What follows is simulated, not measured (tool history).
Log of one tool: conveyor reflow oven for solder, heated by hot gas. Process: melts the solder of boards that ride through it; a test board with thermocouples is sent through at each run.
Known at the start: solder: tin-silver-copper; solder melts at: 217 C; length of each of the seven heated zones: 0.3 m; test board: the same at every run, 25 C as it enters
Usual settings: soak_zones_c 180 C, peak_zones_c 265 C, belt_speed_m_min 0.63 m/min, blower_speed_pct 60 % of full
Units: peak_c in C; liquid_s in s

{"run": 1, "day": 0.0, "soak_zones_c": 180, "peak_zones_c": 265, "belt_speed_m_min": 0.63, "blower_speed_pct": 60, "peak_c": 244.2, "liquid_s": 37.6}
{"run": 2, "day": 0.35, "soak_zones_c": 180, "peak_zones_c": 265, "belt_speed_m_min": 0.63, "blower_speed_pct": 60, "peak_c": 244.6, "liquid_s": 38.5}
{"run": 3, "day": 0.842, "soak_zones_c": 180, "peak_zones_c": 265, "belt_speed_m_min": 0.63, "blower_speed_pct": 60, "peak_c": 243.7, "liquid_s": 39.1}
{"run": 4, "day": 1.254, "soak_zones_c": 180, "peak_zones_c": 265, "belt_speed_m_min": 0.63, "blower_speed_pct": 60, "peak_c": 245, "liquid_s": 39.1}
{"run": 5, "day": 1.717, "soak_zones_c": 180, "peak_zones_c": 265, "belt_speed_m_min": 0.63, "blower_speed_pct": 60, "peak_c": 244.4, "liquid_s": 38.3}
{"run": 6, "day": 2.079, "soak_zones_c": 183, "peak_zones_c": 265, "belt_speed_m_min": 0.63, "blower_speed_pct": 60, "peak_c": 244.8, "liquid_s": 39.6}
{"run": 7, "day": 2.408, "soak_zones_c": 183, "peak_zones_c": 265, "belt_speed_m_min": 0.63, "blower_speed_pct": 60, "peak_c": 245.2, "liquid_s": 39}
{"run": 8, "day": 2.933, "soak_zones_c": 183, "peak_zones_c": 265, "belt_speed_m_min": 0.63, "blower_speed_pct": 60, "peak_c": 244.9, "liquid_s": 39.5}
{"run": 9, "day": 3.258, "soak_zones_c": 183, "peak_zones_c": 265, "belt_speed_m_min": 0.63, "blower_speed_pct": 60, "peak_c": 245.3, "liquid_s": 40.1}
{"run": 10, "day": 3.679, "soak_zones_c": 180, "peak_zones_c": 265, "belt_speed_m_min": 0.63, "blower_speed_pct": 60, "peak_c": 244.3, "liquid_s": 37.6}
{"run": 11, "day": 4.125, "soak_zones_c": 180, "peak_zones_c": 265, "belt_speed_m_min": 0.63, "blower_speed_pct": 60, "peak_c": 244.1, "liquid_s": 37.5}
{"run": 12, "day": 4.6, "soak_zones_c": 180, "peak_zones_c": 265, "belt_speed_m_min": 0.63, "blower_speed_pct": 60, "peak_c": 244.5, "liquid_s": 37.7}
{"run": 13, "day": 4.854, "soak_zones_c": 188, "peak_zones_c": 265, "belt_speed_m_min": 0.63, "blower_speed_pct": 60, "peak_c": 246, "liquid_s": 42.2}
{"run": 14, "day": 5.292, "soak_zones_c": 180, "peak_zones_c": 263, "belt_speed_m_min": 0.63, "blower_speed_pct": 60, "peak_c": 242.8, "liquid_s": 35.6}
{"run": 15, "day": 5.567, "soak_zones_c": 180, "peak_zones_c": 265, "belt_speed_m_min": 0.63, "blower_speed_pct": 60, "peak_c": 243.7, "liquid_s": 36.5}

The next listed run, before its measurement:
{"run": 16, "day": 6.042, "soak_zones_c": 193, "peak_zones_c": 253, "belt_speed_m_min": 0.74, "blower_speed_pct": 60, "peak_c": "?", "liquid_s": "?"}

peak_c: 231.7 C
liquid_s: 25 s
Without the tool's hidden state the same run would have given peak_c 234 C, liquid_s 28.1 s.
